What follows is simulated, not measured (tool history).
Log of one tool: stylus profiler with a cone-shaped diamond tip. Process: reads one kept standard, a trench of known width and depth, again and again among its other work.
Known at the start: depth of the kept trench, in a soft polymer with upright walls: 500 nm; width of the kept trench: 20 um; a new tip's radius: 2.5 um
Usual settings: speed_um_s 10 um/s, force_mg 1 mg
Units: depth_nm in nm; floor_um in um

run 1 day=0 | speed_um_s=10 force_mg=1 | depth_nm=499.21 floor_um=16.59
run 2 day=2.021 | speed_um_s=10 force_mg=0.84 | depth_nm=499.01 floor_um=16.55
run 3 day=3.396 | speed_um_s=10 force_mg=1.59 | depth_nm=499.6 floor_um=16.72
run 4 day=5.104 | speed_um_s=5 force_mg=1.59 | depth_nm=499.74 floor_um=16.69
run 5 day=7.138 | speed_um_s=5 force_mg=1.59 | depth_nm=499.68 floor_um=16.68
run 6 day=9.571 | speed_um_s=8 force_mg=1.59 | depth_nm=499.68 floor_um=16.64
run 7 day=11.858 | speed_um_s=8 force_mg=1.59 | depth_nm=499.43 floor_um=16.6
run 8 day=13.758 | speed_um_s=8 force_mg=1.59 | depth_nm=499.55 floor_um=16.67
run 9 day=15.254 | speed_um_s=8 force_mg=1.59 | depth_nm=499.24 floor_um=16.61
run 10 day=17.521 | speed_um_s=8 force_mg=1.59 | depth_nm=499.22 floor_um=16.62
run 11 day=20.2 | speed_um_s=8 force_mg=1.59 | depth_nm=499.16 floor_um=16.67
run 12 day=22.533 | speed_um_s=8 force_mg=1.59 | depth_nm=499.09 floor_um=16.6
run 13 day=25.279 | speed_um_s=8 force_mg=1.59 | depth_nm=499.07 floor_um=16.58
-- day=25.575 height scale calibrated on a step standard
run 14 day=27.971 | speed_um_s=5 force_mg=0.6 | depth_nm=496.41 floor_um=16.62
run 15 day=29.471 | speed_um_s=5 force_mg=0.6 | depth_nm=496.21 floor_um=16.64
-- day=30.396 height scale calibrated on a step standard, once more
run 16 day=31.35 | speed_um_s=28 force_mg=1.41 | depth_nm=502.08 floor_um=16.48
run 17 day=33.179 | speed_um_s=21 force_mg=2.03 | depth_nm=502.72 floor_um=16.5
run 18 day=35.638 | speed_um_s=6 force_mg=2.5 | depth_nm=503.06 floor_um=16.64
run 19 day=37.717 | speed_um_s=20 force_mg=0.49 | depth_nm=501.19 floor_um=16.44

Forecast each of these 4 alternatives for the next run:
run A day=40.8 | speed_um_s=13 force_mg=1.2 | depth_nm=? floor_um=?
run B day=40.8 | speed_um_s=17 force_mg=1.75 | depth_nm=? floor_um=?
run C day=40.8 | speed_um_s=3 force_mg=0.96 | depth_nm=? floor_um=?
run D day=40.8 | speed_um_s=3 force_mg=0.51 | depth_nm=? floor_um=?

run=A depth_nm=501.75 floor_um=16.52
run=B depth_nm=502.2 floor_um=16.47
run=C depth_nm=501.56 floor_um=16.69
run=D depth_nm=501 floor_um=16.58
Without the tool's hidden state the same runs would have given:
run=A depth_nm=501.71 floor_um=16.88
run=B depth_nm=502.16 floor_um=16.83
run=C depth_nm=501.53 floor_um=17.05
run=D depth_nm=500.96 floor_um=16.94

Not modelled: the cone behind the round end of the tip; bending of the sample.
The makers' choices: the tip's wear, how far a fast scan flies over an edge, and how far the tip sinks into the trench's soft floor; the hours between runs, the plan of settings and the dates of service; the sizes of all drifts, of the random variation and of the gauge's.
